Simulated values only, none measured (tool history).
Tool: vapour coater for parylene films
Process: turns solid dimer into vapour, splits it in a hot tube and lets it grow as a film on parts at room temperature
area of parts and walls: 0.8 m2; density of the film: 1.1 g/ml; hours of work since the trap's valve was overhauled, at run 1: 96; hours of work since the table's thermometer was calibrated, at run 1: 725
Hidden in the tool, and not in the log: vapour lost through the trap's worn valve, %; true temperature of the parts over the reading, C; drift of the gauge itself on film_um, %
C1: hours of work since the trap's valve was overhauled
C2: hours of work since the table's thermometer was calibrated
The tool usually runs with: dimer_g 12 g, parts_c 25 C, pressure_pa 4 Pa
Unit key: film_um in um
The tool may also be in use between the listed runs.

run 1 hour=0 | dimer_g=12 parts_c=25 pressure_pa=4 | C1=96 C2=725 | film_um=6.63
run 2 hour=34.4 | dimer_g=12 parts_c=25 pressure_pa=7.16 | C1=115 C2=744 | film_um=6.17
run 3 hour=58.6 | dimer_g=12 parts_c=25 pressure_pa=7.16 | C1=129 C2=758 | film_um=6.16
run 4 hour=76.5 | dimer_g=12 parts_c=25 pressure_pa=7.16 | C1=139 C2=768 | film_um=6.05
run 5 hour=101.8 | dimer_g=12 parts_c=18 pressure_pa=7.16 | C1=153 C2=782 | film_um=7.77
run 6 hour=134.1 | dimer_g=12 parts_c=18 pressure_pa=7.16 | C1=171 C2=800 | film_um=7.76
run 7 hour=171.5 | dimer_g=12 parts_c=25 pressure_pa=4 | C1=192 C2=821 | film_um=6.36
run 8 hour=201.6 | dimer_g=12 parts_c=25 pressure_pa=4 | C1=209 C2=838 | film_um=6.3
run 9 hour=219.6 | dimer_g=12 parts_c=25 pressure_pa=4 | C1=219 C2=848 | film_um=6.31
run 10 hour=250 | dimer_g=12 parts_c=25 pressure_pa=4 | C1=236 C2=865 | film_um=6.21
run 11 hour=268.2 | dimer_g=12 parts_c=25 pressure_pa=4 | C1=246 C2=875 | film_um=6.23
run 12 hour=294.4 | dimer_g=12 parts_c=25 pressure_pa=4 | C1=261 C2=890 | film_um=6.23
run 13 hour=330.8 | dimer_g=14 parts_c=25 pressure_pa=4 | C1=281 C2=910 | film_um=7.18
run 14 hour=373.5 | dimer_g=14 parts_c=25 pressure_pa=4 | C1=305 C2=934 | film_um=7.16
run 15 hour=416.4 | dimer_g=12 parts_c=25 pressure_pa=4 | C1=329 C2=958 | film_um=6.01
-- hour=433 trap's valve overhauled
run 16 hour=445.6 | dimer_g=12 parts_c=23 pressure_pa=4 | C1=7 C2=972 | film_um=6.25
run 17 hour=476.5 | dimer_g=12 parts_c=23 pressure_pa=4 | C1=24 C2=989 | film_um=6.12
run 18 hour=499.1 | dimer_g=12 parts_c=23 pressure_pa=4 | C1=37 C2=1002 | film_um=6.11
run 19 hour=520.4 | dimer_g=12 parts_c=23 pressure_pa=4 | C1=49 C2=1014 | film_um=6.17
-- hour=549.5 trap's valve overhauled, once more
run 20 hour=562.5 | dimer_g=12 parts_c=23 pressure_pa=4 | C1=7 C2=1035 | film_um=7.16
run 21 hour=580.8 | dimer_g=12 parts_c=23 pressure_pa=4 | C1=18 C2=1045 | film_um=7.29
run 22 hour=607.3 | dimer_g=10 parts_c=23 pressure_pa=4 | C1=32 C2=1060 | film_um=5.94
run 23 hour=625.6 | dimer_g=10 parts_c=23 pressure_pa=6.05 | C1=43 C2=1070 | film_um=5.68
run 24 hour=645.5 | dimer_g=21 parts_c=25 pressure_pa=3.13 | C1=54 C2=1081 | film_um=11.88
run 25 hour=684.2 | dimer_g=5 parts_c=25 pressure_pa=2.36 | C1=75 C2=1103 | film_um=2.85
-- hour=688 table's thermometer calibrated
run 26 hour=717.7 | dimer_g=12 parts_c=18 pressure_pa=4 | C1=93 C2=17 | film_um=8.59
run 27 hour=745.3 | dimer_g=10 parts_c=17 pressure_pa=2.71 | C1=109 C2=32 | film_um=7.82
run 28 hour=763.8 | dimer_g=10 parts_c=17 pressure_pa=2.71 | C1=119 C2=42 | film_um=7.72
run 29 hour=790.3 | dimer_g=19 parts_c=17 pressure_pa=2.71 | C1=134 C2=57 | film_um=14.72
run 30 hour=830.7 | dimer_g=19 parts_c=17 pressure_pa=2.71 | C1=157 C2=80 | film_um=14.45
run 31 hour=870.2 | dimer_g=12 parts_c=25 pressure_pa=10.85 | C1=179 C2=102 | film_um=5.73
run 32 hour=898.1 | dimer_g=12 parts_c=25 pressure_pa=10.85 | C1=194 C2=117 | film_um=5.77
run 33 hour=918.4 | dimer_g=12 parts_c=25 pressure_pa=5.07 | C1=206 C2=129 | film_um=6.38
run 34 hour=941.6 | dimer_g=13 parts_c=26 pressure_pa=2.67 | C1=219 C2=142 | film_um=6.98
run 35 hour=959 | dimer_g=13 parts_c=26 pressure_pa=2.67 | C1=228 C2=151 | film_um=7.06
run 36 hour=976.7 | dimer_g=5 parts_c=32 pressure_pa=3.25 | C1=238 C2=161 | film_um=2.12
run 37 hour=1011.1 | dimer_g=5 parts_c=32 pressure_pa=3.25 | C1=257 C2=181 | film_um=2.11
run 38 hour=1044.7 | dimer_g=6 parts_c=32 pressure_pa=3.25 | C1=276 C2=199 | film_um=2.51
run 39 hour=1086.8 | dimer_g=6 parts_c=32 pressure_pa=3.25 | C1=300 C2=223 | film_um=2.49
run 40 hour=1114.7 | dimer_g=16 parts_c=31 pressure_pa=2.31 | C1=315 C2=239 | film_um=7.11
-- hour=1157.4 trap's valve overhauled
run 41 hour=1159.7 | dimer_g=16 parts_c=31 pressure_pa=2.31 | C1=1 C2=261 | film_um=8.06
run 42 hour=1197.7 | dimer_g=16 parts_c=31 pressure_pa=2.31 | C1=23 C2=283 | film_um=8.1
run 43 hour=1238.3 | dimer_g=12 parts_c=26 pressure_pa=4.84 | C1=45 C2=305 | film_um=6.55
run 44 hour=1276.2 | dimer_g=12 parts_c=26 pressure_pa=4.84 | C1=66 C2=327 | film_um=6.49

3 options for the next run, each taken on its own from the tool as it stands now. Forecast them:
run A hour=1296 | dimer_g=12 parts_c=21 pressure_pa=11.82 | C1=77 C2=338 | film_um=?
run B hour=1296 | dimer_g=21 parts_c=21 pressure_pa=8.94 | C1=77 C2=338 | film_um=?
run C hour=1296 | dimer_g=7 parts_c=17 pressure_pa=3.37 | C1=77 C2=338 | film_um=?

run=A film_um=6.88
run=B film_um=12.43
run=C film_um=5.36
With no hidden state in the tool, these same runs would have given:
run=A film_um=7.12
run=B film_um=12.87
run=C film_um=5.55
